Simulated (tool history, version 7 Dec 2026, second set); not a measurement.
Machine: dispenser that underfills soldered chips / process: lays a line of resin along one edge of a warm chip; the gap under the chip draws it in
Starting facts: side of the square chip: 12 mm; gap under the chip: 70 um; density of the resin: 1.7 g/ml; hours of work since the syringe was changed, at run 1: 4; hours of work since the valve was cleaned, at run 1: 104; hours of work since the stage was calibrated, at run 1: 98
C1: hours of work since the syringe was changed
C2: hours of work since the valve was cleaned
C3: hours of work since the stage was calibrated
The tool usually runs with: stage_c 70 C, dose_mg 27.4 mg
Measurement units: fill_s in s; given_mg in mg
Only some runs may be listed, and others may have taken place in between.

run 1 day=0.000 | stage_c=70 dose_mg=27.4 | C1=4 C2=104 C3=98 | fill_s=178.3 given_mg=26.00
-- day=0.221 new syringe of resin
run 2 day=0.367 | stage_c=70 dose_mg=27.4 | C1=3 C2=111 C3=105 | fill_s=162.8 given_mg=25.31
-- day=0.579 dispensing valve cleaned and set on the balance
-- day=0.700 new syringe of resin
run 3 day=0.733 | stage_c=80 dose_mg=27.4 | C1=1 C2=3 C3=111 | fill_s=89.3 given_mg=27.23
run 4 day=1.067 | stage_c=80 dose_mg=26.2 | C1=7 C2=9 C3=117 | fill_s=124.9 given_mg=25.85
-- day=1.158 new syringe of resin
run 5 day=1.267 | stage_c=70 dose_mg=27.4 | C1=2 C2=12 C3=121 | fill_s=158.7 given_mg=26.89
run 6 day=1.483 | stage_c=70 dose_mg=27.4 | C1=6 C2=17 C3=125 | fill_s=196.5 given_mg=26.88
-- day=1.621 new syringe of resin
run 7 day=1.738 | stage_c=70 dose_mg=27.4 | C1=2 C2=21 C3=129 | fill_s=154.2 given_mg=27.10
run 8 day=1.971 | stage_c=70 dose_mg=24.7 | C1=7 C2=26 C3=134 | fill_s=204.1 given_mg=24.34
-- day=2.071 new syringe of resin
run 9 day=2.171 | stage_c=70 dose_mg=24.7 | C1=2 C2=29 C3=137 | fill_s=158.5 given_mg=24.03
run 10 day=2.342 | stage_c=70 dose_mg=24.7 | C1=5 C2=32 C3=140 | fill_s=186.6 given_mg=23.99
-- day=2.525 new syringe of resin
run 11 day=2.700 | stage_c=70 dose_mg=27.4 | C1=3 C2=39 C3=147 | fill_s=165.2 given_mg=26.75
run 12 day=2.888 | stage_c=70 dose_mg=27.4 | C1=7 C2=42 C3=151 | fill_s=200.4 given_mg=26.46
-- day=2.962 new syringe of resin
run 13 day=3.125 | stage_c=56 dose_mg=27.4 | C1=3 C2=47 C3=155 | fill_s=334.7 given_mg=26.43
run 14 day=3.321 | stage_c=70 dose_mg=27.4 | C1=7 C2=50 C3=158 | fill_s=202.1 given_mg=26.47
-- day=3.408 new syringe of resin
run 15 day=3.654 | stage_c=63 dose_mg=27.4 | C1=5 C2=56 C3=164 | fill_s=241.4 given_mg=26.20
-- day=3.846 new syringe of resin
run 16 day=3.946 | stage_c=76 dose_mg=30.3 | C1=2 C2=62 C3=170 | fill_s=112.9 given_mg=28.95
-- day=4.308 new syringe of resin
run 17 day=4.338 | stage_c=76 dose_mg=30.3 | C1=1 C2=69 C3=177 | fill_s=103.8 given_mg=28.66
run 18 day=4.500 | stage_c=78 dose_mg=27.4 | C1=4 C2=72 C3=180 | fill_s=112.3 given_mg=26.09

Run 19 comes next. What will it give?
-- day=4.771 new syringe of resin
run 19 day=4.892 | stage_c=78 dose_mg=27.4 | C1=2 C2=79 C3=187 | fill_s=? given_mg=?

For run 19 the tool returned fill_s 106.2 s, given_mg 26.04 mg.
The same run, on a tool lacking any hidden state, would have yielded fill_s 98.0 s, given_mg 27.52 mg.
